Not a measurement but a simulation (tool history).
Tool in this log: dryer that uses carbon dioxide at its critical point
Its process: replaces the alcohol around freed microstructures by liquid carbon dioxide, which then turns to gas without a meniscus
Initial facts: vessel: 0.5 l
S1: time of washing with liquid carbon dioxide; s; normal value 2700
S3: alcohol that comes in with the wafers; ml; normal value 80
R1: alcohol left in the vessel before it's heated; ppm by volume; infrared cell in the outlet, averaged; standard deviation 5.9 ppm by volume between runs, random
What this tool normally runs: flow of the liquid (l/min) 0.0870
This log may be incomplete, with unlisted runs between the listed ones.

run 1 hour=0.0 | S1=2700 flow_of_the_liquid_(l/min)=0.0870 S3=80 | R1=317
run 2 hour=26.8 | S1=2700 flow_of_the_liquid_(l/min)=0.0870 S3=80 | R1=329
run 3 hour=66.7 | S1=2700 flow_of_the_liquid_(l/min)=0.0870 S3=80 | R1=354
-- hour=93.6 inlet filter changed
run 4 hour=118.2 | S1=2700 flow_of_the_liquid_(l/min)=0.0870 S3=80 | R1=229
run 5 hour=147.7 | S1=2700 flow_of_the_liquid_(l/min)=0.0870 S3=80 | R1=247
run 6 hour=191.0 | S1=2700 flow_of_the_liquid_(l/min)=0.0870 S3=80 | R1=263
run 7 hour=237.4 | S1=3900 flow_of_the_liquid_(l/min)=0.0870 S3=80 | R1=20
run 8 hour=278.6 | S1=3900 flow_of_the_liquid_(l/min)=0.0870 S3=80 | R1=32
run 9 hour=323.1 | S1=3240 flow_of_the_liquid_(l/min)=0.0870 S3=80 | R1=102
run 10 hour=378.4 | S1=2700 flow_of_the_liquid_(l/min)=0.0870 S3=80 | R1=347
run 11 hour=426.7 | S1=2700 flow_of_the_liquid_(l/min)=0.0870 S3=80 | R1=375
run 12 hour=464.1 | S1=2700 flow_of_the_liquid_(l/min)=0.0870 S3=80 | R1=403
-- hour=497.3 inlet filter changed
run 13 hour=505.3 | S1=4140 flow_of_the_liquid_(l/min)=0.0965 S3=30 | R1=18
run 14 hour=549.9 | S1=2700 flow_of_the_liquid_(l/min)=0.0870 S3=45 | R1=133
run 15 hour=600.9 | S1=3060 flow_of_the_liquid_(l/min)=0.0870 S3=40 | R1=72
run 16 hour=654.5 | S1=3060 flow_of_the_liquid_(l/min)=0.0870 S3=40 | R1=77
run 17 hour=689.8 | S1=3060 flow_of_the_liquid_(l/min)=0.0870 S3=40 | R1=95
run 18 hour=712.4 | S1=3060 flow_of_the_liquid_(l/min)=0.0870 S3=40 | R1=88
run 19 hour=767.2 | S1=3060 flow_of_the_liquid_(l/min)=0.0870 S3=40 | R1=94
run 20 hour=793.2 | S1=2700 flow_of_the_liquid_(l/min)=0.0587 S3=40 | R1=1314
run 21 hour=836.4 | S1=1800 flow_of_the_liquid_(l/min)=0.1029 S3=70 | R1=1138

Predict each of these 5 candidate next runs independently; none follows another, all start after run 21:
run A hour=883.6 | S1=2700 flow_of_the_liquid_(l/min)=0.1189 S3=27 | R1=?
run B hour=883.6 | S1=1800 flow_of_the_liquid_(l/min)=0.1029 S3=40 | R1=?
run C hour=883.6 | S1=2700 flow_of_the_liquid_(l/min)=0.0870 S3=23 | R1=?
run D hour=883.6 | S1=1680 flow_of_the_liquid_(l/min)=0.0893 S3=96 | R1=?
run E hour=883.6 | S1=2700 flow_of_the_liquid_(l/min)=0.0914 S3=80 | R1=?

run=A R1=36
run=B R1=725
run=C R1=144
run=D R1=4040
run=E R1=306
Without the tool's hidden state the same runs would have given:
run=A R1=8
run=B R1=417
run=C R1=69
run=D R1=2621
run=E R1=141

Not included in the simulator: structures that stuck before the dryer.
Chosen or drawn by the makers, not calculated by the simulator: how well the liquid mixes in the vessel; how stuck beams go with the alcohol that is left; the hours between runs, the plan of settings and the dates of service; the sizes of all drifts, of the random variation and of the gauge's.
